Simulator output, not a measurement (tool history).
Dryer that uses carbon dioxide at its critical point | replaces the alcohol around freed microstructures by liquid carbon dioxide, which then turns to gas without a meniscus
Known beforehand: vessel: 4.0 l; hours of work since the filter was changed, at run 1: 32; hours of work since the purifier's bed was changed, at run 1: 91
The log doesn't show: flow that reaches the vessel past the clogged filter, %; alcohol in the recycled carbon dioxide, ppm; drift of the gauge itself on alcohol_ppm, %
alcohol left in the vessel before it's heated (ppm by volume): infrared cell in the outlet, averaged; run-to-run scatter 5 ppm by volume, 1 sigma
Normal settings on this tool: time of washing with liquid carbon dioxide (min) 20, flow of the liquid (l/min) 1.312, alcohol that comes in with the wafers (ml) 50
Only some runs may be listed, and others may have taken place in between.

| run | hour | time of washing with liquid carbon dioxide (min) | flow of the liquid (l/min) | alcohol that comes in with the wafers (ml) | hours of work since the filter was changed | hours of work since the purifier's bed was changed | alcohol left in the vessel before it's heated (ppm by volume) |
|---|---|---|---|---|---|---|---|
| 1 | 0 | 20 | 1.312 | 50 | 32 | 91 | 75 |
| 2 | 39.6 | 20 | 1.312 | 79 | 62 | 120 | 112 |
| 3 | 68.8 | 20 | 1.312 | 50 | 83 | 142 | 87 |
| 4 | 96.5 | 20 | 1.312 | 50 | 104 | 163 | 98 |
| 5 | 135.9 | 20 | 1.312 | 50 | 133 | 192 | 101 |
| 6 | 168.8 | 20 | 1.312 | 50 | 158 | 216 | 113 |
| 7 | 209.8 | 20 | 1.312 | 26 | 188 | 247 | 98 |

Run 8, settings as shown, results not yet in. Your forecast:
| 8 | 237.4 | 27 | 0.9 | 98 | 209 | 267 | ? |

{"run 8": {"alcohol left in the vessel before it's heated (ppm by volume)": 225}}
With the hidden condition absent and the run-to-run variation left alone, this run would have shown alcohol left in the vessel before it's heated (ppm by volume) 118.
